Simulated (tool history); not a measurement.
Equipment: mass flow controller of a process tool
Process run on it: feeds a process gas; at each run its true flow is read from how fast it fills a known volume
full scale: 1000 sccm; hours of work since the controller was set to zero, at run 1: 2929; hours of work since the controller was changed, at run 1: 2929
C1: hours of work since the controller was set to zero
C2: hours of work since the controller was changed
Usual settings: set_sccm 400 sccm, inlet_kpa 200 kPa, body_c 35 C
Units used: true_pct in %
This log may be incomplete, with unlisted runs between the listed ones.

Run 1, hour 0.0: usual settings; C1 2929; C2 2929. Result: true_pct 99.63 %.
Run 2, hour 178.4: usual settings; C1 2998; C2 2998. Result: true_pct 99.65 %.
Run 3, hour 348.9: usual settings but inlet_kpa 212 kPa; C1 3065; C2 3065. Result: true_pct 99.70 %.
Run 4, hour 475.7: usual settings; C1 3114; C2 3114. Result: true_pct 99.51 %.
Run 5, hour 593.1: usual settings; C1 3159; C2 3159. Result: true_pct 99.60 %.
Run 6, hour 758.4: usual settings; C1 3223; C2 3223. Result: true_pct 99.59 %.
Run 7, hour 1000.0: usual settings; C1 3317; C2 3317. Result: true_pct 99.55 %.
Run 8, hour 1129.5: usual settings; C1 3367; C2 3367. Result: true_pct 99.62 %.
Run 9, hour 1318.8: usual settings; C1 3441; C2 3441. Result: true_pct 99.52 %.
Run 10, hour 1565.0: usual settings; C1 3536; C2 3536. Result: true_pct 99.68 %.
Run 11, hour 1733.6: usual settings; C1 3602; C2 3602. Result: true_pct 99.60 %.
Run 12, hour 1868.3: usual settings; C1 3654; C2 3654. Result: true_pct 99.55 %.
Run 13, hour 2106.0: usual settings but inlet_kpa 145 kPa; C1 3746; C2 3746. Result: true_pct 99.36 %.
Run 14, hour 2370.3: usual settings; C1 3848; C2 3848. Result: true_pct 99.58 %.
Run 15, hour 2543.3: usual settings; C1 3916; C2 3916. Result: true_pct 99.55 %.
Run 16, hour 2802.0: usual settings but set_sccm 336 sccm; C1 4016; C2 4016. Result: true_pct 99.12 %.
Run 17, hour 3041.8: usual settings but set_sccm 336 sccm; C1 4109; C2 4109. Result: true_pct 99.03 %.
Run 18, hour 3251.4: usual settings; C1 4190; C2 4190. Result: true_pct 99.60 %.
Run 19, hour 3378.8: usual settings but body_c 21 C; C1 4240; C2 4240. Result: true_pct 97.88 %.
Run 20, hour 3625.6: usual settings but body_c 23 C; C1 4335; C2 4335. Result: true_pct 98.11 %.
Run 21, hour 3825.7: usual settings; C1 4413; C2 4413. Result: true_pct 99.48 %.
Run 22, hour 4042.9: usual settings; C1 4497; C2 4497. Result: true_pct 99.51 %.
Run 23, hour 4301.7: usual settings; C1 4597; C2 4597. Result: true_pct 99.49 %.
At hour 4317.2: controller's zero set anew.
Run 24, hour 4520.7: usual settings; C1 79; C2 4682. Result: true_pct 99.18 %.
Run 25, hour 4699.2: usual settings; C1 148; C2 4751. Result: true_pct 99.17 %.
Run 26, hour 4885.2: usual settings; C1 220; C2 4824. Result: true_pct 99.19 %.
Run 27, hour 5007.2: usual settings but inlet_kpa 254 kPa, body_c 26 C; C1 268; C2 4871. Result: true_pct 98.37 %.
At hour 5169.5: controller's zero set anew, once more.
Run 28, hour 5199.7: usual settings but set_sccm 281 sccm, inlet_kpa 143 kPa, body_c 22 C; C1 12; C2 4945. Result: true_pct 99.12 %.
Run 29, hour 5426.7: usual settings but inlet_kpa 266 kPa, body_c 23 C; C1 100; C2 5033. Result: true_pct 100.21 %.
Run 30, hour 5618.7: usual settings but set_sccm 397 sccm, inlet_kpa 195 kPa, body_c 23 C; C1 174; C2 5108. Result: true_pct 99.87 %.
Run 31, hour 5846.2: usual settings but set_sccm 509 sccm, inlet_kpa 145 kPa, body_c 23 C; C1 262; C2 5196. Result: true_pct 99.83 %.
Run 32, hour 5967.1: usual settings but set_sccm 480 sccm, inlet_kpa 153 kPa, body_c 25 C; C1 309; C2 5243. Result: true_pct 100.04 %.
Run 33, hour 6087.6: usual settings but set_sccm 191 sccm, inlet_kpa 153 kPa, body_c 25 C; C1 356; C2 5290. Result: true_pct 99.22 %.
Run 34, hour 6285.6: usual settings but set_sccm 132 sccm, inlet_kpa 258 kPa, body_c 26 C; C1 433; C2 5366. Result: true_pct 99.52 %.
Run 35, hour 6451.2: usual settings but set_sccm 131 sccm, inlet_kpa 166 kPa, body_c 25 C; C1 497; C2 5431. Result: true_pct 98.85 %.
Run 36, hour 6709.5: usual settings but set_sccm 131 sccm, inlet_kpa 166 kPa, body_c 25 C; C1 597; C2 5531. Result: true_pct 98.65 %.
Run 37, hour 6897.5: usual settings but set_sccm 131 sccm, inlet_kpa 166 kPa, body_c 25 C; C1 670; C2 5604. Result: true_pct 98.68 %.
Run 38, hour 7159.5: usual settings but set_sccm 578 sccm, inlet_kpa 191 kPa, body_c 27 C; C1 772; C2 5705. Result: true_pct 100.90 %.
Run 39, hour 7408.3: usual settings but set_sccm 383 sccm, inlet_kpa 191 kPa, body_c 25 C; C1 868; C2 5802. Result: true_pct 100.02 %.
Run 40, hour 7646.7: usual settings but inlet_kpa 257 kPa, body_c 33 C; C1 961; C2 5894. Result: true_pct 101.31 %.
Run 41, hour 7868.0: usual settings but inlet_kpa 257 kPa, body_c 33 C; C1 1046; C2 5980. Result: true_pct 101.36 %.
Run 42, hour 8086.7: usual settings but set_sccm 134 sccm, body_c 26 C; C1 1131; C2 6065. Result: true_pct 98.72 %.
Run 43, hour 8222.6: usual settings but set_sccm 219 sccm, body_c 21 C; C1 1184; C2 6118. Result: true_pct 98.67 %.
Run 44, hour 8385.7: usual settings but set_sccm 156 sccm, inlet_kpa 236 kPa, body_c 22 C; C1 1247; C2 6181. Result: true_pct 98.65 %.
Run 45, hour 8583.8: usual settings but set_sccm 726 sccm, inlet_kpa 191 kPa, body_c 22 C; C1 1324; C2 6258. Result: true_pct 100.59 %.
Run 46, hour 8847.6: usual settings but set_sccm 777 sccm, inlet_kpa 224 kPa, body_c 21 C; C1 1426; C2 6360. Result: true_pct 100.71 %.
Run 47, hour 9068.0: usual settings but set_sccm 327 sccm, inlet_kpa 167 kPa, body_c 22 C; C1 1512; C2 6445. Result: true_pct 99.27 %.
Run 48, hour 9277.5: usual settings but set_sccm 982 sccm, inlet_kpa 210 kPa, body_c 28 C; C1 1593; C2 6527. Result: true_pct 102.10 %.

3 options for the next run, each taken on its own from the tool as it stands now. Forecast them:
Run A, hour 9433.7: usual settings but set_sccm 279 sccm, inlet_kpa 172 kPa, body_c 39 C; C1 1654; C2 6587. Result: true_pct ?.
Run B, hour 9433.7: usual settings but set_sccm 248 sccm, inlet_kpa 151 kPa, body_c 28 C; C1 1654; C2 6587. Result: true_pct ?.
Run C, hour 9433.7: usual settings but inlet_kpa 186 kPa; C1 1654; C2 6587. Result: true_pct ?.

run  true_pct
  A    101.03
  B     99.28
  C    101.01
With the hidden condition removed and each run's random variation left untouched, the same runs would have given:
run  true_pct
  A     99.90
  B     98.26
  C     99.61

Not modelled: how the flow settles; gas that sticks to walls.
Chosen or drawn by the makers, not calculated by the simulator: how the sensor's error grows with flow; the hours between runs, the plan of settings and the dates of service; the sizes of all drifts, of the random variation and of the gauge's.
